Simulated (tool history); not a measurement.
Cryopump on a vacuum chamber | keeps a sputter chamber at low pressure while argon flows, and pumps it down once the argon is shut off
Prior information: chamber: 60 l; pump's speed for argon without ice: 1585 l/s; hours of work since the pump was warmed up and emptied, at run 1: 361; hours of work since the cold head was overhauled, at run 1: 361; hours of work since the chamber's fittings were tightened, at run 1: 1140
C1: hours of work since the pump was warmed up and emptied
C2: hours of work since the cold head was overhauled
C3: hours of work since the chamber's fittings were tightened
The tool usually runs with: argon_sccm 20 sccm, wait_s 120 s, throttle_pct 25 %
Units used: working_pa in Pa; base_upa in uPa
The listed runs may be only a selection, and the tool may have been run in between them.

run 1 day=0 | argon_sccm=20 wait_s=120 throttle_pct=25 | C1=361 C2=361 C3=1140 | working_pa=0.0883 base_upa=2.21
run 2 day=0.633 | argon_sccm=20 wait_s=120 throttle_pct=25 | C1=368 C2=368 C3=1146 | working_pa=0.0875 base_upa=2.34
run 3 day=1.721 | argon_sccm=20 wait_s=120 throttle_pct=25 | C1=380 C2=380 C3=1158 | working_pa=0.0877 base_upa=2.29
run 4 day=2.738 | argon_sccm=20 wait_s=120 throttle_pct=25 | C1=391 C2=391 C3=1169 | working_pa=0.0886 base_upa=2.33
run 5 day=3.225 | argon_sccm=20 wait_s=120 throttle_pct=25 | C1=397 C2=397 C3=1175 | working_pa=0.0885 base_upa=2.32
run 6 day=3.95 | argon_sccm=20 wait_s=49 throttle_pct=25 | C1=405 C2=405 C3=1183 | working_pa=0.0874 base_upa=2.66
run 7 day=4.6 | argon_sccm=20 wait_s=120 throttle_pct=25 | C1=412 C2=412 C3=1190 | working_pa=0.0885 base_upa=2.37
run 8 day=5.042 | argon_sccm=20 wait_s=120 throttle_pct=25 | C1=416 C2=416 C3=1195 | working_pa=0.0887 base_upa=2.45
run 9 day=6.083 | argon_sccm=20 wait_s=120 throttle_pct=25 | C1=428 C2=428 C3=1206 | working_pa=0.0887 base_upa=2.43
run 10 day=6.762 | argon_sccm=20 wait_s=120 throttle_pct=25 | C1=435 C2=435 C3=1213 | working_pa=0.0888 base_upa=2.45
run 11 day=7.512 | argon_sccm=20 wait_s=120 throttle_pct=25 | C1=443 C2=443 C3=1222 | working_pa=0.0884 base_upa=2.45
run 12 day=8.279 | argon_sccm=20 wait_s=120 throttle_pct=25 | C1=452 C2=452 C3=1230 | working_pa=0.0892 base_upa=2.38
run 13 day=8.717 | argon_sccm=20 wait_s=120 throttle_pct=25 | C1=457 C2=457 C3=1235 | working_pa=0.0882 base_upa=2.5
-- day=9.279 leaking fittings of the chamber tightened, without venting
run 14 day=9.346 | argon_sccm=20 wait_s=120 throttle_pct=25 | C1=463 C2=463 C3=1 | working_pa=0.0886 base_upa=0.46
run 15 day=9.783 | argon_sccm=20 wait_s=120 throttle_pct=25 | C1=467 C2=467 C3=5 | working_pa=0.0889 base_upa=0.49
run 16 day=10.867 | argon_sccm=20 wait_s=120 throttle_pct=25 | C1=479 C2=479 C3=17 | working_pa=0.09 base_upa=0.53
run 17 day=11.783 | argon_sccm=20 wait_s=120 throttle_pct=25 | C1=489 C2=489 C3=27 | working_pa=0.0897 base_upa=0.53
run 18 day=12.442 | argon_sccm=35 wait_s=120 throttle_pct=21 | C1=496 C2=496 C3=35 | working_pa=0.1847 base_upa=0.53
run 19 day=13.096 | argon_sccm=35 wait_s=56 throttle_pct=21 | C1=504 C2=504 C3=42 | working_pa=0.1832 base_upa=0.8
run 20 day=13.971 | argon_sccm=20 wait_s=144 throttle_pct=24 | C1=513 C2=513 C3=51 | working_pa=0.0925 base_upa=0.55
run 21 day=14.5 | argon_sccm=20 wait_s=144 throttle_pct=24 | C1=519 C2=519 C3=57 | working_pa=0.0924 base_upa=0.52
run 22 day=14.942 | argon_sccm=11 wait_s=49 throttle_pct=24 | C1=524 C2=524 C3=62 | working_pa=0.051 base_upa=0.89
run 23 day=16.029 | argon_sccm=27 wait_s=120 throttle_pct=20 | C1=536 C2=536 C3=74 | working_pa=0.1495 base_upa=0.66
run 24 day=16.775 | argon_sccm=24 wait_s=108 throttle_pct=24 | C1=544 C2=544 C3=82 | working_pa=0.1124 base_upa=0.64
run 25 day=17.558 | argon_sccm=24 wait_s=108 throttle_pct=24 | C1=552 C2=552 C3=91 | working_pa=0.1126 base_upa=0.69
run 26 day=18.375 | argon_sccm=11 wait_s=108 throttle_pct=17 | C1=561 C2=561 C3=99 | working_pa=0.0719 base_upa=0.64
run 27 day=19.325 | argon_sccm=16 wait_s=108 throttle_pct=17 | C1=572 C2=572 C3=110 | working_pa=0.1035 base_upa=0.7
run 28 day=20.179 | argon_sccm=16 wait_s=108 throttle_pct=17 | C1=581 C2=581 C3=119 | working_pa=0.1039 base_upa=0.75
run 29 day=21.133 | argon_sccm=29 wait_s=108 throttle_pct=17 | C1=592 C2=592 C3=130 | working_pa=0.1902 base_upa=0.74
run 30 day=21.892 | argon_sccm=20 wait_s=120 throttle_pct=28 | C1=600 C2=600 C3=138 | working_pa=0.082 base_upa=0.78
run 31 day=22.521 | argon_sccm=20 wait_s=120 throttle_pct=28 | C1=607 C2=607 C3=145 | working_pa=0.0811 base_upa=0.75
run 32 day=23.512 | argon_sccm=20 wait_s=78 throttle_pct=23 | C1=618 C2=618 C3=156 | working_pa=0.0973 base_upa=0.87
run 33 day=23.971 | argon_sccm=20 wait_s=78 throttle_pct=23 | C1=623 C2=623 C3=161 | working_pa=0.0978 base_upa=0.9
run 34 day=24.688 | argon_sccm=28 wait_s=120 throttle_pct=36 | C1=630 C2=630 C3=169 | working_pa=0.0897 base_upa=0.81

Take each entry between the runs: how does the hidden state at the last listed run before it differ from the hidden state at the first listed run after it?
Runs 13 to 14: leaking fittings of the chamber tightened, without venting (day 9.279)
  pump's speed, % of a pump's without ice: 86.1 -> 85.9; leak into the chamber, uPa l/s: 3115 -> 379
  measured result minus the result with no hidden state, working_pa: +0.0035 -> +0.0035 Pa; base_upa: +2.12 -> +0.09 uPa
